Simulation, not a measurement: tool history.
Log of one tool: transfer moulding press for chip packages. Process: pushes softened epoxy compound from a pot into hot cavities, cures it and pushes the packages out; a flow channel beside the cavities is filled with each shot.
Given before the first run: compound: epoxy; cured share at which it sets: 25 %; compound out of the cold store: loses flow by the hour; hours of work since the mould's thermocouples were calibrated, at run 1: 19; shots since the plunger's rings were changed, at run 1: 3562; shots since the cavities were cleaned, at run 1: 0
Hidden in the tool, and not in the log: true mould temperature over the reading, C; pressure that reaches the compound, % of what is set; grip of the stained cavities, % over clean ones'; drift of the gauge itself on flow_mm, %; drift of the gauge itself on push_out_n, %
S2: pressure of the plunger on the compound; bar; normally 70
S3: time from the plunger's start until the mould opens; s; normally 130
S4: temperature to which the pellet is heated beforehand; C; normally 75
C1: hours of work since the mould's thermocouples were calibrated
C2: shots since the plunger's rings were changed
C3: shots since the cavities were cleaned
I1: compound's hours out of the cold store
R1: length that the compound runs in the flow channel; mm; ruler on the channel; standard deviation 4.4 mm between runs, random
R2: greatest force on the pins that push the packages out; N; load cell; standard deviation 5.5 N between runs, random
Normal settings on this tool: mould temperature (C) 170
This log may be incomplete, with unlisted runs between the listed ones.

run 1 hour=0 | mould_temperature_(C)=170 S2=70 S3=130 S4=75 | C1=19 C2=3562 C3=0 | I1=24.9 | R1=544 R2=197
run 2 hour=9 | mould_temperature_(C)=170 S2=70 S3=156 S4=75 | C1=24 C2=3640 C3=78 | I1=34.8 | R1=517 R2=191
run 3 hour=15.5 | mould_temperature_(C)=170 S2=70 S3=130 S4=66 | C1=28 C2=3696 C3=134 | I1=8.1 | R1=578 R2=206
run 4 hour=23.6 | mould_temperature_(C)=170 S2=70 S3=130 S4=75 | C1=32 C2=3766 C3=204 | I1=29.4 | R1=527 R2=229
run 5 hour=32 | mould_temperature_(C)=170 S2=70 S3=130 S4=75 | C1=37 C2=3838 C3=276 | I1=35.7 | R1=512 R2=238
run 6 hour=40.4 | mould_temperature_(C)=170 S2=70 S3=130 S4=75 | C1=42 C2=3911 C3=349 | I1=19.4 | R1=553 R2=248
run 7 hour=49.9 | mould_temperature_(C)=170 S2=70 S3=130 S4=75 | C1=47 C2=3993 C3=431 | I1=43.7 | R1=495 R2=244
run 8 hour=59 | mould_temperature_(C)=170 S2=70 S3=130 S4=75 | C1=53 C2=4072 C3=510 | I1=39.3 | R1=496 R2=252
run 9 hour=63.2 | mould_temperature_(C)=170 S2=70 S3=130 S4=75 | C1=55 C2=4108 C3=546 | I1=19.7 | R1=547 R2=263
run 10 hour=67.9 | mould_temperature_(C)=170 S2=70 S3=130 S4=75 | C1=58 C2=4148 C3=586 | I1=35.1 | R1=510 R2=273
run 11 hour=74.7 | mould_temperature_(C)=170 S2=68.3 S3=130 S4=75 | C1=61 C2=4207 C3=645 | I1=15.9 | R1=543 R2=271
run 12 hour=81 | mould_temperature_(C)=170 S2=70 S3=130 S4=75 | C1=65 C2=4262 C3=700 | I1=46.2 | R1=486 R2=278
run 13 hour=88.6 | mould_temperature_(C)=170 S2=70 S3=130 S4=75 | C1=69 C2=4327 C3=765 | I1=33.3 | R1=513 R2=281
run 14 hour=97.5 | mould_temperature_(C)=170 S2=70 S3=148 S4=75 | C1=75 C2=4404 C3=842 | I1=40 | R1=487 R2=261
run 15 hour=105.9 | mould_temperature_(C)=170 S2=70 S3=112 S4=75 | C1=79 C2=4477 C3=915 | I1=16.5 | R1=555 R2=369
run 16 hour=112.7 | mould_temperature_(C)=170 S2=70 S3=112 S4=75 | C1=83 C2=4536 C3=974 | I1=42 | R1=495 R2=358
-- hour=120 cavities cleaned with cleaning compound and waxed
run 17 hour=121.3 | mould_temperature_(C)=170 S2=73.7 S3=130 S4=74 | C1=87 C2=4597 C3=11 | I1=24 | R1=543 R2=197
run 18 hour=131.4 | mould_temperature_(C)=170 S2=73.7 S3=130 S4=74 | C1=93 C2=4684 C3=98 | I1=16.8 | R1=562 R2=212
run 19 hour=140.1 | mould_temperature_(C)=170 S2=73.7 S3=130 S4=74 | C1=98 C2=4759 C3=173 | I1=13.1 | R1=576 R2=210
run 20 hour=149.9 | mould_temperature_(C)=178 S2=61 S3=117 S4=83 | C1=104 C2=4844 C3=258 | I1=30.8 | R1=466 R2=216
-- hour=154.3 plunger's sealing rings changed
run 21 hour=159.5 | mould_temperature_(C)=163 S2=61 S3=117 S4=74 | C1=108 C2=44 C3=319 | I1=47.5 | R1=498 R2=395
run 22 hour=169.3 | mould_temperature_(C)=167 S2=54.1 S3=113 S4=74 | C1=113 C2=129 C3=404 | I1=27.2 | R1=504 R2=368
run 23 hour=176 | mould_temperature_(C)=167 S2=54.1 S3=113 S4=82 | C1=117 C2=187 C3=462 | I1=23.4 | R1=524 R2=363
run 24 hour=181.7 | mould_temperature_(C)=165 S2=62.5 S3=127 S4=82 | C1=121 C2=236 C3=511 | I1=17.4 | R1=565 R2=369
run 25 hour=188.4 | mould_temperature_(C)=176 S2=70 S3=118 S4=75 | C1=124 C2=294 C3=569 | I1=8.8 | R1=602 R2=252
run 26 hour=193.4 | mould_temperature_(C)=170 S2=62.5 S3=130 S4=75 | C1=127 C2=337 C3=612 | I1=40.1 | R1=498 R2=256
run 27 hour=200.6 | mould_temperature_(C)=177 S2=62.5 S3=130 S4=70 | C1=131 C2=399 C3=674 | I1=22.2 | R1=544 R2=241
run 28 hour=208.5 | mould_temperature_(C)=177 S2=65.1 S3=130 S4=84 | C1=136 C2=467 C3=742 | I1=28.9 | R1=528 R2=270
run 29 hour=218 | mould_temperature_(C)=170 S2=68 S3=130 S4=79 | C1=141 C2=550 C3=825 | I1=13.5 | R1=582 R2=292

Consider 3 possible next runs. They are alternatives, not a sequence: every one starts from the tool as it was left by run 29. What does each give?
run A hour=225.3 | mould_temperature_(C)=170 S2=61.7 S3=116 S4=78 | C1=145 C2=612 C3=887 | I1=44.2 | R1=? R2=?
run B hour=225.3 | mould_temperature_(C)=170 S2=68 S3=130 S4=69 | C1=145 C2=612 C3=887 | I1=37.3 | R1=? R2=?
run C hour=225.3 | mould_temperature_(C)=175 S2=76.4 S3=130 S4=71 | C1=145 C2=612 C3=887 | I1=38.6 | R1=? R2=?

run=A R1=478 R2=326
run=B R1=532 R2=284
run=C R1=551 R2=275
With the hidden condition removed and each run's random variation left untouched, the same runs would have given:
run=A R1=484 R2=210
run=B R1=538 R2=181
run=C R1=557 R2=179
